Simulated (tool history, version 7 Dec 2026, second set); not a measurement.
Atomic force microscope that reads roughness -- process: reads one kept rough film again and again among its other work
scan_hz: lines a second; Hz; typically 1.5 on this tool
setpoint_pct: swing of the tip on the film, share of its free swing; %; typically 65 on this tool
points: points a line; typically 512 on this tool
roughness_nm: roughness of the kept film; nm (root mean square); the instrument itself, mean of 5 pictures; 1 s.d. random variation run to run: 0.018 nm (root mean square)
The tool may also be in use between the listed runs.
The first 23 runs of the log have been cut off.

run 24 hour=209.5 | scan_hz=1.5 setpoint_pct=59 points=512 | roughness_nm=3.503
run 25 hour=216.2 | scan_hz=1.5 setpoint_pct=59 points=512 | roughness_nm=3.436
run 26 hour=221.8 | scan_hz=1.5 setpoint_pct=59 points=512 | roughness_nm=3.377
-- hour=227.3 new tip fitted
run 27 hour=233.1 | scan_hz=1.59 setpoint_pct=56 points=806 | roughness_nm=4.278
run 28 hour=242.7 | scan_hz=1.04 setpoint_pct=60 points=423 | roughness_nm=4.136
run 29 hour=249.3 | scan_hz=1.79 setpoint_pct=67 points=387 | roughness_nm=3.958
run 30 hour=254.8 | scan_hz=1.79 setpoint_pct=67 points=976 | roughness_nm=3.943
run 31 hour=266.2 | scan_hz=1.42 setpoint_pct=74 points=533 | roughness_nm=3.753
run 32 hour=271.5 | scan_hz=1.42 setpoint_pct=74 points=533 | roughness_nm=3.676

Expected results for the next run?
run 33 hour=280.1 | scan_hz=1.42 setpoint_pct=74 points=533 | roughness_nm=?

{"run 33": {"roughness_nm": 3.587}}
Take away the tool's hidden state, keep the run-to-run variation as it was, and the same run would have given roughness_nm 4.312 nm (root mean square).
